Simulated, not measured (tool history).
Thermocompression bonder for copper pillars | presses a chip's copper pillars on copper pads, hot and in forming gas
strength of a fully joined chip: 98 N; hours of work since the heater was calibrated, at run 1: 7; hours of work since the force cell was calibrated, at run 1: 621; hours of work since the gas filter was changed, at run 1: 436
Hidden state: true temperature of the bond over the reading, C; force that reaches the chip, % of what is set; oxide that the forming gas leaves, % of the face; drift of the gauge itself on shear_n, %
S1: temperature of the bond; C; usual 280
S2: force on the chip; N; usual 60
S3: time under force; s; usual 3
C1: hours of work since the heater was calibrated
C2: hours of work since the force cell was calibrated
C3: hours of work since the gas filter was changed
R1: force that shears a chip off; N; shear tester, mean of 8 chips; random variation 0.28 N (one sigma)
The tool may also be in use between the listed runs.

Run 1, hour 0: usual settings; C1 7; C2 621; C3 436. Result: R1 52.3 N.
Run 2, hour 10.2: usual settings; C1 12; C2 626; C3 441. Result: R1 51.8 N.
Run 3, hour 21.5: usual settings but S3 6 s; C1 17; C2 631; C3 446. Result: R1 63.7 N.
Run 4, hour 32.1: usual settings but S1 270 C, S3 6 s; C1 22; C2 636; C3 451. Result: R1 56.5 N.
Run 5, hour 42.5: usual settings but S1 270 C, S3 6 s; C1 27; C2 641; C3 456. Result: R1 56.4 N.
Run 6, hour 50.1: usual settings but S1 270 C, S3 6 s; C1 31; C2 645; C3 459. Result: R1 55.9 N.
At hour 52.6: force cell calibrated.
Run 7, hour 57.1: usual settings but S1 254 C; C1 34; C2 2; C3 462. Result: R1 34.2 N.
Run 8, hour 63.8: usual settings but S1 279 C; C1 37; C2 5; C3 465. Result: R1 51.7 N.
Run 9, hour 69: usual settings; C1 39; C2 8; C3 468. Result: R1 51.8 N.
Run 10, hour 76.6: usual settings; C1 43; C2 11; C3 471. Result: R1 52.1 N.
Run 11, hour 83.8: usual settings but S1 307 C, S3 5 s; C1 46; C2 15; C3 474. Result: R1 76.7 N.
Run 12, hour 94.5: usual settings but S1 277 C; C1 51; C2 20; C3 480. Result: R1 49.7 N.
At hour 100: force cell calibrated, once more.
Run 13, hour 104.1: usual settings but S1 259 C, S2 68 N, S3 2 s; C1 55; C2 2; C3 483. Result: R1 33.9 N.
Run 14, hour 114.5: usual settings but S1 292 C, S2 58 N, S3 6 s; C1 60; C2 7; C3 488. Result: R1 69.7 N.
Run 15, hour 123.5: usual settings but S1 297 C, S3 8 s; C1 64; C2 11; C3 492. Result: R1 78.2 N.
At hour 129.8: forming gas filter changed.
Run 16, hour 133.7: usual settings but S1 297 C, S3 8 s; C1 69; C2 16; C3 2. Result: R1 81.4 N.
Run 17, hour 140.7: usual settings but S1 297 C, S3 8 s; C1 72; C2 19; C3 5. Result: R1 81.2 N.
Run 18, hour 145.9: usual settings; C1 74; C2 21; C3 8. Result: R1 53.3 N.

Some steps in R1 between neighbouring runs. How much of each would the tool show without its hidden state too (settings, what came in, random variation), and how much is left for the hidden state, with any gauge scatter that isn't in both results?
Run 13 -> 14: S1 259 -> 292, S2 68 -> 58, S3 2 -> 6. R1 +35.8 N: hidden state -1.9, all else +37.7.
Run 15 -> 16: forming gas filter changed. R1 +3.2 N: hidden state +4.1, all else -0.9.
